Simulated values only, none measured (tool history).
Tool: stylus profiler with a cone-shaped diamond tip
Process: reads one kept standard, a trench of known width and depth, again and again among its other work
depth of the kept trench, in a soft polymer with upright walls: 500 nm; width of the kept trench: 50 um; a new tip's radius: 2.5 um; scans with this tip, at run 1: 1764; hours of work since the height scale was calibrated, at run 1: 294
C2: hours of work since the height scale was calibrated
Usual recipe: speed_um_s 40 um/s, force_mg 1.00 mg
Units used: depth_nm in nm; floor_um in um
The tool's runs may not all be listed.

Run 1, hour 0.0: usual settings; scans with this tip 1764; C2 294. Result: depth_nm 503.35 nm, floor_um 46.33 um.
Run 2, hour 28.2: usual settings but speed_um_s 139 um/s; scans with this tip 1854; C2 309. Result: depth_nm 503.61 nm, floor_um 45.64 um.
Run 3, hour 66.1: usual settings but speed_um_s 139 um/s; scans with this tip 1974; C2 329. Result: depth_nm 503.57 nm, floor_um 45.64 um.
Run 4, hour 110.2: usual settings but speed_um_s 139 um/s; scans with this tip 2115; C2 352. Result: depth_nm 503.42 nm, floor_um 45.58 um.
Run 5, hour 165.6: usual settings but speed_um_s 139 um/s; scans with this tip 2291; C2 382. Result: depth_nm 503.57 nm, floor_um 45.55 um.
Run 6, hour 206.4: usual settings but speed_um_s 139 um/s; scans with this tip 2421; C2 403. Result: depth_nm 503.34 nm, floor_um 45.48 um.
Run 7, hour 235.2: usual settings but speed_um_s 117 um/s, force_mg 0.39 mg; scans with this tip 2513; C2 419. Result: depth_nm 501.63 nm, floor_um 45.13 um.
Run 8, hour 287.3: usual settings but speed_um_s 62 um/s, force_mg 0.37 mg; scans with this tip 2679; C2 446. Result: depth_nm 501.55 nm, floor_um 45.69 um.
Run 9, hour 344.5: usual settings but speed_um_s 13 um/s, force_mg 0.34 mg; scans with this tip 2861; C2 477. Result: depth_nm 501.57 nm, floor_um 46.18 um.
Run 10, hour 405.6: usual settings but speed_um_s 12 um/s, force_mg 1.28 mg; scans with this tip 3056; C2 509. Result: depth_nm 504.05 nm, floor_um 46.27 um.
Run 11, hour 434.5: usual settings but speed_um_s 12 um/s, force_mg 1.28 mg; scans with this tip 3148; C2 524. Result: depth_nm 503.77 nm, floor_um 46.25 um.

Predict each of these 4 candidate next runs independently; none follows another, all start after run 11:
Run A, hour 472.0: usual settings but speed_um_s 12 um/s, force_mg 1.75 mg; scans with this tip 3268; C2 544. Result: depth_nm ?, floor_um ?.
Run B, hour 472.0: usual settings but speed_um_s 13 um/s; scans with this tip 3268; C2 544. Result: depth_nm ?, floor_um ?.
Run C, hour 472.0: usual settings but force_mg 0.73 mg; scans with this tip 3268; C2 544. Result: depth_nm ?, floor_um ?.
Run D, hour 472.0: usual settings but speed_um_s 81 um/s, force_mg 1.85 mg; scans with this tip 3268; C2 544. Result: depth_nm ?, floor_um ?.

run  depth_nm  floor_um
  A    504.91     46.24
  B    503.07     46.10
  C    502.46     46.00
  D    505.27     45.82
Stripped of hidden state, with their random variation kept, the same runs would have yielded:
run  depth_nm  floor_um
  A    505.35     46.97
  B    503.51     46.84
  C    502.90     46.73
  D    505.71     46.56
